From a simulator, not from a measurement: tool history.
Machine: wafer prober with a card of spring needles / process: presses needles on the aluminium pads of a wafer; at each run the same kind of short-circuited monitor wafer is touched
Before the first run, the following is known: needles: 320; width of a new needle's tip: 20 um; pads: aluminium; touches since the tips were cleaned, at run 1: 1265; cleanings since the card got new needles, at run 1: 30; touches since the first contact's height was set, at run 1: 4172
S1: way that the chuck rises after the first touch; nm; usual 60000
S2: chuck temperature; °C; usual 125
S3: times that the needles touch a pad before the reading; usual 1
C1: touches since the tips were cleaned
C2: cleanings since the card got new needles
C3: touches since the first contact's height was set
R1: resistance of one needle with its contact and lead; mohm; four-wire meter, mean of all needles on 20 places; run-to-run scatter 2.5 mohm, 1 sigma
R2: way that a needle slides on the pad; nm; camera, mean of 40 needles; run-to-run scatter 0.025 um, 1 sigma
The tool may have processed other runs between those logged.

run 1 hour=0 | S1=60000 S2=125 S3=1 | C1=1265 C2=30 C3=4172 | R1=281 R2=11630
-- hour=7.7 tips cleaned on abrasive film
-- hour=20.3 tips cleaned on abrasive film
-- hour=33 tips cleaned on abrasive film
-- hour=45.7 tips cleaned on abrasive film
run 2 hour=55.3 | S1=60000 S2=125 S3=1 | C1=3693 C2=34 C3=25312 | R1=285 R2=11630
-- hour=57.9 tips cleaned on abrasive film
-- hour=68.1 tips cleaned on abrasive film
-- hour=80.8 tips cleaned on abrasive film
-- hour=93.5 tips cleaned on abrasive film
run 3 hour=98.6 | S1=67000 S2=125 S3=1 | C1=1977 C2=38 C3=41825 | R1=284 R2=12970
-- hour=103.8 tips cleaned on abrasive film
-- hour=113.9 tips cleaned on abrasive film
-- hour=126.6 tips cleaned on abrasive film
-- hour=139.3 tips cleaned on abrasive film
-- hour=149.5 tips cleaned on abrasive film
-- hour=159.6 tips cleaned on abrasive film
-- hour=169.8 tips cleaned on abrasive film
run 4 hour=171.9 | S1=60000 S2=53 S3=1 | C1=786 C2=45 C3=69748 | R1=265 R2=11620
-- hour=182 tips cleaned on abrasive film
-- hour=192.2 tips cleaned on abrasive film
-- hour=204.9 tips cleaned on abrasive film
run 5 hour=210.6 | S1=60000 S2=125 S3=1 | C1=2205 C2=48 C3=84553 | R1=288 R2=11610
-- hour=215.8 tips cleaned on abrasive film
-- hour=228.4 tips cleaned on abrasive film
-- hour=241.1 tips cleaned on abrasive film
run 6 hour=243.1 | S1=60000 S2=125 S3=1 | C1=744 C2=51 C3=96926 | R1=281 R2=11640
-- hour=253.2 tips cleaned on abrasive film
-- hour=265.9 tips cleaned on abrasive film
-- hour=276.1 tips cleaned on abrasive film
run 7 hour=280.8 | S1=73000 S2=125 S3=1 | C1=1816 C2=54 C3=111342 | R1=283 R2=14170
-- hour=288.5 tips cleaned on abrasive film
-- hour=298.6 tips cleaned on abrasive film
-- hour=311.3 tips cleaned on abrasive film
run 8 hour=315.7 | S1=73000 S2=125 S3=1 | C1=1697 C2=57 C3=124669 | R1=282 R2=14120
-- hour=323.4 tips cleaned on abrasive film
-- hour=336.1 tips cleaned on abrasive film
-- hour=341.4 height of the first contact set anew
-- hour=349.1 tips cleaned on abrasive film
-- hour=359.2 tips cleaned on abrasive film
-- hour=371.9 tips cleaned on abrasive film
run 9 hour=377.8 | S1=63000 S2=125 S3=1 | C1=2261 C2=62 C3=13891 | R1=282 R2=12200
-- hour=382.9 tips cleaned on abrasive film
-- hour=395.6 tips cleaned on abrasive film
-- hour=408.3 tips cleaned on abrasive film
-- hour=418.5 tips cleaned on abrasive film
run 10 hour=419.8 | S1=60000 S2=61 S3=1 | C1=516 C2=66 C3=29914 | R1=267 R2=11590
-- hour=430 tips cleaned on abrasive film
-- hour=440.2 tips cleaned on abrasive film
-- hour=450.4 tips cleaned on abrasive film
run 11 hour=457 | S1=60000 S2=125 S3=1 | C1=2576 C2=69 C3=44122 | R1=283 R2=11630
-- hour=462.2 tips cleaned on abrasive film
-- hour=474.9 tips cleaned on abrasive film
-- hour=487.6 tips cleaned on abrasive film
-- hour=500.2 tips cleaned on abrasive film
-- hour=510.4 tips cleaned on abrasive film
run 12 hour=513.3 | S1=60000 S2=125 S3=2 | C1=1119 C2=74 C3=65593 | R1=280 R2=11640
-- hour=521 tips cleaned on abrasive film
-- hour=531.1 tips cleaned on abrasive film
-- hour=543.8 tips cleaned on abrasive film
-- hour=556.5 tips cleaned on abrasive film
run 13 hour=562.7 | S1=41000 S2=42 S3=1 | C1=2366 C2=78 C3=84433 | R1=274 R2=7940
-- hour=567.8 tips cleaned on abrasive film
-- hour=578 tips cleaned on abrasive film
-- hour=588.2 tips cleaned on abrasive film
-- hour=600.8 tips cleaned on abrasive film
-- hour=611 tips cleaned on abrasive film
-- hour=621.2 tips cleaned on abrasive film
-- hour=633.7 tips cleaned on abrasive film
run 14 hour=633.7 | S1=41000 S2=64 S3=1 | C1=0 C2=85 C3=111507 | R1=282 R2=7920
-- hour=643.9 tips cleaned on abrasive film
-- hour=654.1 tips cleaned on abrasive film
-- hour=666.7 tips cleaned on abrasive film
run 15 hour=676.1 | S1=41000 S2=64 S3=1 | C1=3619 C2=88 C3=127725 | R1=282 R2=7950
-- hour=678.8 tips cleaned on abrasive film
-- hour=691.4 tips cleaned on abrasive film
-- hour=694.3 height of the first contact set anew
-- hour=701.9 tips cleaned on abrasive film
-- hour=714.6 tips cleaned on abrasive film
-- hour=727.3 tips cleaned on abrasive film
run 16 hour=731.3 | S1=41000 S2=64 S3=1 | C1=1556 C2=93 C3=14155 | R1=276 R2=7940
-- hour=739 tips cleaned on abrasive film
-- hour=749.2 tips cleaned on abrasive film
-- hour=761.9 tips cleaned on abrasive film
run 17 hour=765 | S1=41000 S2=64 S3=1 | C1=1222 C2=96 C3=27007 | R1=280 R2=7920
-- hour=772.7 tips cleaned on abrasive film
-- hour=782.9 tips cleaned on abrasive film
-- hour=795.5 tips cleaned on abrasive film
-- hour=805.7 tips cleaned on abrasive film
-- hour=818.4 tips cleaned on abrasive film
-- hour=828.6 tips cleaned on abrasive film
run 18 hour=832.5 | S1=41000 S2=64 S3=1 | C1=1500 C2=102 C3=52736 | R1=285 R2=7920
-- hour=840.1 tips cleaned on abrasive film
-- hour=852.8 tips cleaned on abrasive film
-- hour=865.5 tips cleaned on abrasive film
-- hour=878.2 tips cleaned on abrasive film
-- hour=890.9 tips cleaned on abrasive film
-- hour=902.9 tips cleaned on abrasive film
run 19 hour=902.9 | S1=48000 S2=125 S3=1 | C1=0 C2=108 C3=79595 | R1=288 R2=9310
-- hour=915.5 tips cleaned on abrasive film
-- hour=928.2 tips cleaned on abrasive film
-- hour=940.9 tips cleaned on abrasive film
run 20 hour=945.4 | S1=53000 S2=125 S3=2 | C1=1735 C2=111 C3=95867 | R1=290 R2=10250
-- hour=953.1 tips cleaned on abrasive film
-- hour=963.3 tips cleaned on abrasive film
-- hour=975.9 tips cleaned on abrasive film
run 21 hour=984 | S1=57000 S2=69 S3=1 | C1=3104 C2=114 C3=110601 | R1=268 R2=11040
-- hour=986.6 tips cleaned on abrasive film
-- hour=999.3 tips cleaned on abrasive film
-- hour=1012 tips cleaned on abrasive film
run 22 hour=1014.7 | S1=57000 S2=69 S3=1 | C1=1034 C2=117 C3=122297 | R1=272 R2=11080
-- hour=1022.3 tips cleaned on abrasive film
-- hour=1035 tips cleaned on abrasive film
-- hour=1047.7 tips cleaned on abrasive film
-- hour=1048 height of the first contact set anew
-- hour=1060.7 tips cleaned on abrasive film
run 23 hour=1061.9 | S1=53000 S2=83 S3=1 | C1=457 C2=121 C3=5303 | R1=279 R2=10300
-- hour=1072.1 tips cleaned on abrasive film
-- hour=1084.8 tips cleaned on abrasive film
-- hour=1094.9 tips cleaned on abrasive film
-- hour=1107.6 tips cleaned on abrasive film
-- hour=1117.8 tips cleaned on abrasive film
-- hour=1130.5 tips cleaned on abrasive film
run 24 hour=1130.8 | S1=51000 S2=56 S3=3 | C1=112 C2=127 C3=31583 | R1=268 R2=9860

4 options for the next run, each taken on its own from the tool as it stands now. Forecast them:
-- hour=1140.9 tips cleaned on abrasive film
-- hour=1151.1 tips cleaned on abrasive film
-- hour=1161.3 tips cleaned on abrasive film
-- hour=1171.5 tips cleaned on abrasive film
run A hour=1178.8 | S1=45000 S2=56 S3=3 | C1=2840 C2=131 C3=49930 | R1=? R2=?
-- hour=1140.9 tips cleaned on abrasive film
-- hour=1151.1 tips cleaned on abrasive film
-- hour=1161.3 tips cleaned on abrasive film
-- hour=1171.5 tips cleaned on abrasive film
run B hour=1178.8 | S1=76000 S2=55 S3=3 | C1=2840 C2=131 C3=49930 | R1=? R2=?
-- hour=1140.9 tips cleaned on abrasive film
-- hour=1151.1 tips cleaned on abrasive film
-- hour=1161.3 tips cleaned on abrasive film
-- hour=1171.5 tips cleaned on abrasive film
run C hour=1178.8 | S1=47000 S2=56 S3=2 | C1=2840 C2=131 C3=49930 | R1=? R2=?
-- hour=1140.9 tips cleaned on abrasive film
-- hour=1151.1 tips cleaned on abrasive film
-- hour=1161.3 tips cleaned on abrasive film
-- hour=1171.5 tips cleaned on abrasive film
run D hour=1178.8 | S1=44000 S2=101 S3=2 | C1=2840 C2=131 C3=49930 | R1=? R2=?

run=A R1=273 R2=8660
run=B R1=258 R2=14760
run=C R1=269 R2=9140
run=D R1=286 R2=8510
What these runs would have given with no unlogged condition in the tool:
run=A R1=272 R2=8660
run=B R1=258 R2=14760
run=C R1=269 R2=9140
run=D R1=286 R2=8510
